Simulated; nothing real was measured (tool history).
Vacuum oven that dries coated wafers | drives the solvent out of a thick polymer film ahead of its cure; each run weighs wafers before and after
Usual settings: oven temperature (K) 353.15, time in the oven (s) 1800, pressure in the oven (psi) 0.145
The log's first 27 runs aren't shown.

| run | hour | oven temperature (K) | time in the oven (s) | pressure in the oven (psi) | hours of work since the thermocouples were calibrated | hours of work since the vacuum gauge was cleaned of residue | solvent left in the film (%) |
|---|---|---|---|---|---|---|---|
| 28 | 907.2 | 359.15 | 1800 | 0.395 | 64 | 1188 | 2.45 |
| 29 | 945.5 | 367.15 | 1800 | 0.145 | 80 | 1204 | 0.58 |
| 30 | 970.2 | 353.15 | 1020 | 0.145 | 91 | 1214 | 5.04 |
| 31 | 1001.7 | 341.15 | 3240 | 0.234 | 104 | 1228 | 4.15 |
| 32 | 1024.8 | 353.15 | 2580 | 0.432 | 114 | 1237 | 2.71 |
| 33 | 1046.9 | 343.15 | 1200 | 0.432 | 123 | 1247 | 7.65 |
| 34 | 1067.1 | 359.15 | 1980 | 0.432 | 132 | 1255 | 2.24 |
| 35 | 1090.1 | 359.15 | 1980 | 0.432 | 142 | 1265 | 2.08 |
| 36 | 1123.6 | 353.15 | 1680 | 0.184 | 156 | 1279 | 3.09 |
| 37 | 1154.7 | 340.15 | 1800 | 0.383 | 169 | 1292 | 7.04 |
| 38 | 1200.1 | 356.15 | 3180 | 0.149 | 188 | 1312 | 0.86 |
| 39 | 1236.7 | 356.15 | 1800 | 0.540 | 204 | 1327 | 3.35 |
| 40 | 1284.0 | 353.15 | 1800 | 0.144 | 224 | 1347 | 2.78 |
| 41 | 1326.2 | 353.15 | 1800 | 0.144 | 242 | 1365 | 2.80 |
| 42 | 1361.9 | 353.15 | 1800 | 0.144 | 257 | 1380 | 2.74 |
| 43 | 1390.5 | 353.15 | 1800 | 0.144 | 269 | 1392 | 2.81 |
| 44 | 1425.7 | 353.15 | 1800 | 0.144 | 284 | 1407 | 2.78 |
| 45 | 1445.7 | 353.15 | 1800 | 0.144 | 292 | 1416 | 2.84 |
| 46 | 1473.3 | 360.15 | 1800 | 0.287 | 304 | 1427 | 1.76 |

4 ways to go on from here, each from the tool as it stands after run 46. What would each give?
| A | 1498.3 | 359.15 | 1320 | 0.097 | 315 | 1438 | ? |
| B | 1498.3 | 367.15 | 1200 | 0.410 | 315 | 1438 | ? |
| C | 1498.3 | 349.15 | 1200 | 0.287 | 315 | 1438 | ? |
| D | 1498.3 | 360.15 | 2640 | 0.216 | 315 | 1438 | ? |

| run | solvent left in the film (%) |
|---|---|
| A | 2.43 |
| B | 2.00 |
| C | 5.82 |
| D | 1.02 |
Without the tool's hidden state the same runs would have given:
| run | solvent left in the film (%) |
|---|---|
| A | 2.42 |
| B | 2.00 |
| C | 5.81 |
| D | 1.01 |
